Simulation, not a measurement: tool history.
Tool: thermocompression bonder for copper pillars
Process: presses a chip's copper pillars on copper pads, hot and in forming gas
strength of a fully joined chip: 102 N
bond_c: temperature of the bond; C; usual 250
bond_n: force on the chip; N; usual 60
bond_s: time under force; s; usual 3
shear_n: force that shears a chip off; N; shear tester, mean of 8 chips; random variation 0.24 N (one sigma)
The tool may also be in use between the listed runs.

run,hour,bond_c,bond_n,bond_s,shear_n
1,0,250,60,3,41.4
2,7.6,250,60,3,41.3
3,14.1,243,60,3,38.8
4,26.8,243,60,3,38.5
5,33.2,244,60,3,38.9
6,44.1,250,60,3,41.2
7,50.5,250,60,3,41.7
8,57.2,250,60,3,41.3
9,63.8,250,60,2,35.4
10,76.9,250,60,2,35.5
11,91.2,250,60,2,35.2
12,102,250,60,3,41.3
13,115.4,250,60,3,41.8
14,122.4,250,60,3,41.6
15,132.5,250,60,3,41.4
16,147.7,250,60,3,41.4
17,154.5,250,53,4,40.6
# hour 158: heater calibrated with a thermocouple chip
18,163.1,245,40,4,28.1
19,171.5,245,74,9,69
20,180.4,221,67,4,37.7
21,195.6,221,67,4,37.7
22,208.9,252,67,2,40.7

Forecast run 23:
23,221.7,252,67,2,?

shear_n: 41.1 N
Without the tool's hidden state the same run would have given shear_n 41.1 N.

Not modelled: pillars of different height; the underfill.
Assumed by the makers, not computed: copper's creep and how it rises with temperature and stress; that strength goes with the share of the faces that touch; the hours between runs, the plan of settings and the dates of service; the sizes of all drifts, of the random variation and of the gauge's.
